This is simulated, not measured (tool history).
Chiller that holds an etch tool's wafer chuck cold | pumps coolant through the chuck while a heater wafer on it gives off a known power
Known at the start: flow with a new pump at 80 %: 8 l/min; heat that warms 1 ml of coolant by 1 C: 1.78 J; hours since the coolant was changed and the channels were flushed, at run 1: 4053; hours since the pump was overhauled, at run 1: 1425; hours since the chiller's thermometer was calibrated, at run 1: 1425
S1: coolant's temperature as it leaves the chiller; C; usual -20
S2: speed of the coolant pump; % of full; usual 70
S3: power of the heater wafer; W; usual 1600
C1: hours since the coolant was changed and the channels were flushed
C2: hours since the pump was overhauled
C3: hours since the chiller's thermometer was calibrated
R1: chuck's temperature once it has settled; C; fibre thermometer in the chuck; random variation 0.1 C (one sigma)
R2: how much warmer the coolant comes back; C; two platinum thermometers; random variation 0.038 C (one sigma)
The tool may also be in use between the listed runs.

| run | hour | S1 | S2 | S3 | C1 | C2 | C3 | R1 | R2 |
|---|---|---|---|---|---|---|---|---|---|
| 1 | 0 | -20 | 70 | 1600 | 4053 | 1425 | 1425 | 0 | 7.99 |
| 2 | 81.3 | -12 | 70 | 1600 | 4134 | 1506 | 1506 | 8.4 | 8.01 |
| 3 | 208.5 | -12 | 70 | 1600 | 4261 | 1634 | 1634 | 8.4 | 7.97 |
| 4 | 366.7 | -12 | 70 | 1600 | 4420 | 1792 | 1792 | 8.3 | 8.07 |
| 5 | 541.6 | -20 | 70 | 1600 | 4595 | 1967 | 1967 | 0.5 | 8.08 |
| 6 | 678.3 | -20 | 70 | 1600 | 4731 | 2103 | 2103 | 0.5 | 8.05 |
| 7 | 758.5 | -20 | 70 | 1600 | 4812 | 2184 | 2184 | 0.7 | 8.09 |
| 8 | 916.4 | -20 | 70 | 1600 | 4969 | 2342 | 2342 | 0.8 | 8.25 |
| 9 | 1081.3 | -20 | 70 | 1600 | 5134 | 2507 | 2507 | 1 | 8.14 |
|  | 1100.9 | coolant pump overhauled |
| 10 | 1249.2 | -20 | 70 | 1600 | 5297 | 148 | 2669 | 1.5 | 8.43 |
| 11 | 1352.5 | -20 | 70 | 1600 | 5400 | 252 | 2773 | 1.6 | 8.47 |
|  | 1420.4 | chiller's thermometer calibrated |
| 12 | 1489.6 | -20 | 70 | 1600 | 5537 | 388 | 69 | 2.3 | 8.5 |
| 13 | 1564.8 | -20 | 70 | 1600 | 5612 | 463 | 144 | 2.3 | 8.52 |
| 14 | 1651.2 | -25 | 61 | 1600 | 5698 | 549 | 231 | 0.7 | 9.82 |
|  | 1760 | coolant changed, channels flushed |
| 15 | 1779.3 | -15 | 71 | 1600 | 19 | 671 | 353 | 4.7 | 8.4 |
| 16 | 1882.9 | -15 | 62 | 2197 | 123 | 775 | 456 | 16.2 | 13.45 |
|  | 1982.6 | coolant pump overhauled, once more |
| 17 | 2059.5 | -18 | 89 | 1600 | 295 | 77 | 628 | -3.6 | 5.99 |
| 18 | 2207.4 | -18 | 86 | 1703 | 442 | 225 | 776 | -2.1 | 6.61 |
| 19 | 2387.9 | -23 | 86 | 1679 | 623 | 405 | 956 | -7 | 6.63 |
| 20 | 2479 | -20 | 89 | 2255 | 714 | 496 | 1048 | 0.8 | 8.5 |

Forecast run 21:
| 21 | 2569.6 | -19 | 65 | 1498 | 805 | 587 | 1138 | ? | ? |

Run 21 gave R1 -0.1 C, R2 8 C.
Without the tool's hidden state the same run would have given R1 -0.6 C, R2 7.88 C.

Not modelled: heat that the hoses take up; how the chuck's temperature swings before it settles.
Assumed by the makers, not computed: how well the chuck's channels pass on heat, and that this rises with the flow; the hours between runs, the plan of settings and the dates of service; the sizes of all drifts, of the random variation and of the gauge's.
